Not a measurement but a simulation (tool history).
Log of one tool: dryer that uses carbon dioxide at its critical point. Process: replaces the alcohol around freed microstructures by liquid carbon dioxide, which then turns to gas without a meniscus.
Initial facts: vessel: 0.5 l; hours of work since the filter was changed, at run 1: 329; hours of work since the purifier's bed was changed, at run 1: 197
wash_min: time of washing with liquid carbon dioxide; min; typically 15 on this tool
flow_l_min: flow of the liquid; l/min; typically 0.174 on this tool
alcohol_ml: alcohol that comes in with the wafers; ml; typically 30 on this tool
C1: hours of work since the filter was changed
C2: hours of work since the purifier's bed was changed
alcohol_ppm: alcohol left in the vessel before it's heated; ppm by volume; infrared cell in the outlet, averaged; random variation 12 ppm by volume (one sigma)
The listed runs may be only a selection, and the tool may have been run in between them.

Run 1, day 0.000: usual settings; C1 329; C2 197. Result: alcohol_ppm 1266 ppm by volume.
Run 2, day 1.150: usual settings but flow_l_min 0.108 l/min; C1 339; C2 208. Result: alcohol_ppm 5364 ppm by volume.
Run 3, day 2.062: usual settings but flow_l_min 0.108 l/min; C1 348; C2 216. Result: alcohol_ppm 5599 ppm by volume.
Run 4, day 3.258: usual settings but flow_l_min 0.108 l/min; C1 359; C2 227. Result: alcohol_ppm 5753 ppm by volume.
Run 5, day 4.654: usual settings but flow_l_min 0.108 l/min, alcohol_ml 67 ml; C1 372; C2 240. Result: alcohol_ppm 12955 ppm by volume.
Run 6, day 5.958: usual settings but flow_l_min 0.146 l/min, alcohol_ml 67 ml; C1 384; C2 252. Result: alcohol_ppm 5781 ppm by volume.
Run 7, day 7.417: usual settings but flow_l_min 0.169 l/min; C1 397; C2 266. Result: alcohol_ppm 1567 ppm by volume.
Run 8, day 8.250: usual settings but wash_min 21 min, flow_l_min 0.169 l/min; C1 405; C2 274. Result: alcohol_ppm 397 ppm by volume.
Run 9, day 9.371: usual settings but wash_min 21 min, flow_l_min 0.169 l/min; C1 415; C2 284. Result: alcohol_ppm 428 ppm by volume.
At day 9.671: inlet filter changed.
Run 10, day 10.242: usual settings but wash_min 21 min, flow_l_min 0.169 l/min; C1 5; C2 292. Result: alcohol_ppm 174 ppm by volume.
Run 11, day 11.546: usual settings but wash_min 21 min, flow_l_min 0.169 l/min; C1 17; C2 304. Result: alcohol_ppm 171 ppm by volume.
Run 12, day 12.825: usual settings; C1 29; C2 316. Result: alcohol_ppm 791 ppm by volume.
Run 13, day 14.217: usual settings but wash_min 23 min; C1 42; C2 328. Result: alcohol_ppm 94 ppm by volume.
Run 14, day 15.212: usual settings but wash_min 23 min; C1 51; C2 338. Result: alcohol_ppm 100 ppm by volume.
Run 15, day 16.133: usual settings but alcohol_ml 36 ml; C1 60; C2 346. Result: alcohol_ppm 950 ppm by volume.
Run 16, day 16.838: usual settings but wash_min 10 min, alcohol_ml 36 ml; C1 66; C2 353. Result: alcohol_ppm 4023 ppm by volume.
Run 17, day 18.275: usual settings but wash_min 13 min, flow_l_min 0.126 l/min, alcohol_ml 66 ml; C1 80; C2 366. Result: alcohol_ppm 8649 ppm by volume.
Run 18, day 19.442: usual settings but wash_min 13 min, flow_l_min 0.126 l/min, alcohol_ml 66 ml; C1 91; C2 377. Result: alcohol_ppm 9005 ppm by volume.
Run 19, day 20.833: usual settings but wash_min 12 min, flow_l_min 0.182 l/min, alcohol_ml 61 ml; C1 103; C2 390. Result: alcohol_ppm 3400 ppm by volume.
Run 20, day 21.946: usual settings but wash_min 9 min, flow_l_min 0.164 l/min, alcohol_ml 83 ml; C1 114; C2 400. Result: alcohol_ppm 15105 ppm by volume.
Run 21, day 22.625: usual settings but wash_min 9 min, flow_l_min 0.164 l/min, alcohol_ml 83 ml; C1 120; C2 406. Result: alcohol_ppm 15101 ppm by volume.
Run 22, day 23.633: usual settings but flow_l_min 0.241 l/min; C1 129; C2 416. Result: alcohol_ppm 192 ppm by volume.
Run 23, day 25.112: usual settings but wash_min 20 min, flow_l_min 0.214 l/min, alcohol_ml 100 ml; C1 143; C2 429. Result: alcohol_ppm 220 ppm by volume.
Run 24, day 25.942: usual settings but wash_min 12 min, flow_l_min 0.119 l/min, alcohol_ml 44 ml; C1 151; C2 437. Result: alcohol_ppm 9060 ppm by volume.
Run 25, day 27.396: usual settings but flow_l_min 0.119 l/min, alcohol_ml 44 ml; C1 164; C2 451. Result: alcohol_ppm 5064 ppm by volume.
Run 26, day 28.771: usual settings but wash_min 10 min, flow_l_min 0.188 l/min, alcohol_ml 75 ml; C1 177; C2 463. Result: alcohol_ppm 7422 ppm by volume.
Run 27, day 29.600: usual settings but wash_min 19 min, flow_l_min 0.188 l/min, alcohol_ml 27 ml; C1 185; C2 471. Result: alcohol_ppm 209 ppm by volume.
Run 28, day 30.438: usual settings but wash_min 17 min, flow_l_min 0.193 l/min; C1 192; C2 479. Result: alcohol_ppm 359 ppm by volume.
Run 29, day 31.433: usual settings but flow_l_min 0.166 l/min, alcohol_ml 21 ml; C1 202; C2 488. Result: alcohol_ppm 866 ppm by volume.

Hidden condition of the tool, last listed run before each entry between runs versus first listed run after:
In the gap between runs 9 and 10: inlet filter changed (day 9.671)
  flow that reaches the vessel past the clogged filter, %: 83.4 -> 99.6; alcohol in the recycled carbon dioxide, ppm: 20.8 -> 21.2
  measured less the result without the state, alcohol_ppm: +265 -> +20 ppm by volume

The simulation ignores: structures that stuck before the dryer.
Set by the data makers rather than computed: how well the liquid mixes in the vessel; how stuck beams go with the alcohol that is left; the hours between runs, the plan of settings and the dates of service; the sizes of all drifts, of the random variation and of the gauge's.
